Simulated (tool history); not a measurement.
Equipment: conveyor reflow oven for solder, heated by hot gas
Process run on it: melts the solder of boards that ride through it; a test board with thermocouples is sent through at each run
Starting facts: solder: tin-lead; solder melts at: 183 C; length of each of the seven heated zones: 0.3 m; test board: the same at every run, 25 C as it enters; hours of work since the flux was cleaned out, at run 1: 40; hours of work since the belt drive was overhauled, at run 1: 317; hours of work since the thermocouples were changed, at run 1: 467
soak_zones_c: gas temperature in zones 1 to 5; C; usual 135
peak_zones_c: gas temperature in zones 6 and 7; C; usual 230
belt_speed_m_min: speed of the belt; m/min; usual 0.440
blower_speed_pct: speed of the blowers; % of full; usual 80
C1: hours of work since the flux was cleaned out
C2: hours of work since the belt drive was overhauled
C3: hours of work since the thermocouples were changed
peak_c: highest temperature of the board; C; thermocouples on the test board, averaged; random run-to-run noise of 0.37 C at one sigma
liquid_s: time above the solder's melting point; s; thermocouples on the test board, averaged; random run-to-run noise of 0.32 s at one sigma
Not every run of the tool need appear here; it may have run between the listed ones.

Run 1, hour 0.0: usual settings; C1 40; C2 317; C3 467. Result: peak_c 213.6 C, liquid_s 57.6 s.
Run 2, hour 30.4: usual settings; C1 57; C2 333; C3 483. Result: peak_c 213.8 C, liquid_s 57.3 s.
Run 3, hour 56.0: usual settings; C1 71; C2 347; C3 497. Result: peak_c 214.4 C, liquid_s 57.3 s.
Run 4, hour 77.9: usual settings; C1 83; C2 359; C3 509. Result: peak_c 213.9 C, liquid_s 56.9 s.
Run 5, hour 96.3: usual settings but peak_zones_c 229 C; C1 93; C2 369; C3 519. Result: peak_c 212.9 C, liquid_s 56.2 s.
Run 6, hour 111.2: usual settings but peak_zones_c 229 C; C1 101; C2 377; C3 527. Result: peak_c 212.4 C, liquid_s 57.0 s.
Run 7, hour 126.9: usual settings; C1 109; C2 385; C3 535. Result: peak_c 213.5 C, liquid_s 57.3 s.
Run 8, hour 145.9: usual settings; C1 119; C2 396; C3 545. Result: peak_c 214.0 C, liquid_s 56.9 s.
Run 9, hour 173.7: usual settings; C1 134; C2 411; C3 560. Result: peak_c 213.1 C, liquid_s 57.6 s.
Run 10, hour 192.0: usual settings; C1 144; C2 420; C3 570. Result: peak_c 213.6 C, liquid_s 57.0 s.
Run 11, hour 214.1: usual settings; C1 156; C2 432; C3 582. Result: peak_c 213.7 C, liquid_s 57.3 s.
Run 12, hour 249.4: usual settings; C1 175; C2 452; C3 601. Result: peak_c 213.4 C, liquid_s 56.8 s.
At hour 286.1: flux residue cleaned out of gas plates and filters.
Run 13, hour 288.1: usual settings; C1 1; C2 470; C3 620. Result: peak_c 213.6 C, liquid_s 57.0 s.
Run 14, hour 321.7: usual settings; C1 19; C2 488; C3 638. Result: peak_c 213.7 C, liquid_s 57.3 s.
Run 15, hour 356.5: usual settings but belt_speed_m_min 0.401 m/min; C1 38; C2 507; C3 657. Result: peak_c 216.1 C, liquid_s 65.6 s.
Run 16, hour 388.4: usual settings but belt_speed_m_min 0.401 m/min; C1 55; C2 524; C3 674. Result: peak_c 216.8 C, liquid_s 66.1 s.
Run 17, hour 411.9: usual settings but belt_speed_m_min 0.401 m/min; C1 68; C2 537; C3 687. Result: peak_c 215.9 C, liquid_s 66.7 s.
Run 18, hour 440.1: usual settings but belt_speed_m_min 0.401 m/min; C1 83; C2 552; C3 702. Result: peak_c 216.8 C, liquid_s 66.1 s.
Run 19, hour 471.1: usual settings but belt_speed_m_min 0.401 m/min; C1 100; C2 569; C3 719. Result: peak_c 216.8 C, liquid_s 67.0 s.
Run 20, hour 504.8: usual settings but belt_speed_m_min 0.401 m/min; C1 118; C2 587; C3 737. Result: peak_c 216.2 C, liquid_s 66.5 s.
Run 21, hour 522.1: usual settings but soak_zones_c 131 C, belt_speed_m_min 0.522 m/min; C1 128; C2 596; C3 746. Result: peak_c 206.3 C, liquid_s 39.6 s.
Run 22, hour 541.8: usual settings but peak_zones_c 233 C, belt_speed_m_min 0.524 m/min, blower_speed_pct 56 % of full; C1 138; C2 607; C3 757. Result: peak_c 202.2 C, liquid_s 33.3 s.
Run 23, hour 561.3: usual settings but peak_zones_c 233 C, belt_speed_m_min 0.407 m/min, blower_speed_pct 56 % of full; C1 149; C2 617; C3 767. Result: peak_c 211.8 C, liquid_s 58.8 s.
Run 24, hour 576.2: usual settings but peak_zones_c 233 C, belt_speed_m_min 0.407 m/min, blower_speed_pct 56 % of full; C1 157; C2 626; C3 775. Result: peak_c 212.0 C, liquid_s 58.9 s.
Run 25, hour 600.7: usual settings but soak_zones_c 129 C, belt_speed_m_min 0.525 m/min, blower_speed_pct 68 % of full; C1 170; C2 639; C3 789. Result: peak_c 203.1 C, liquid_s 33.1 s.
Run 26, hour 623.4: usual settings but blower_speed_pct 65 % of full; C1 182; C2 651; C3 801. Result: peak_c 209.3 C, liquid_s 52.0 s.
At hour 647.9: flux residue cleaned out of gas plates and filters.
Run 27, hour 650.8: usual settings; C1 2; C2 663; C3 813. Result: peak_c 213.8 C, liquid_s 57.4 s.
Run 28, hour 672.5: usual settings; C1 13; C2 675; C3 825. Result: peak_c 213.0 C, liquid_s 57.9 s.
Run 29, hour 700.5: usual settings; C1 28; C2 690; C3 840. Result: peak_c 214.1 C, liquid_s 57.1 s.
Run 30, hour 728.5: usual settings but soak_zones_c 139 C, peak_zones_c 222 C, belt_speed_m_min 0.352 m/min, blower_speed_pct 88 % of full; C1 44; C2 705; C3 855. Result: peak_c 214.2 C, liquid_s 77.2 s.
Run 31, hour 758.0: usual settings but soak_zones_c 148 C, peak_zones_c 229 C, blower_speed_pct 79 % of full; C1 60; C2 721; C3 871. Result: peak_c 214.7 C, liquid_s 63.5 s.

Hidden condition of the tool, last listed run before each entry between runs versus first listed run after:
After run 12, before run 13: flux residue cleaned out of gas plates and filters (hour 286.1)
  heat that the gas passes to the board, % of a clean oven's: 99.9 -> 100; true gas temperature in zones 6 and 7 over the reading, C: -0.09 -> -0.1
After run 26, before run 27: flux residue cleaned out of gas plates and filters (hour 647.9)
  heat that the gas passes to the board, % of a clean oven's: 99.8 -> 100

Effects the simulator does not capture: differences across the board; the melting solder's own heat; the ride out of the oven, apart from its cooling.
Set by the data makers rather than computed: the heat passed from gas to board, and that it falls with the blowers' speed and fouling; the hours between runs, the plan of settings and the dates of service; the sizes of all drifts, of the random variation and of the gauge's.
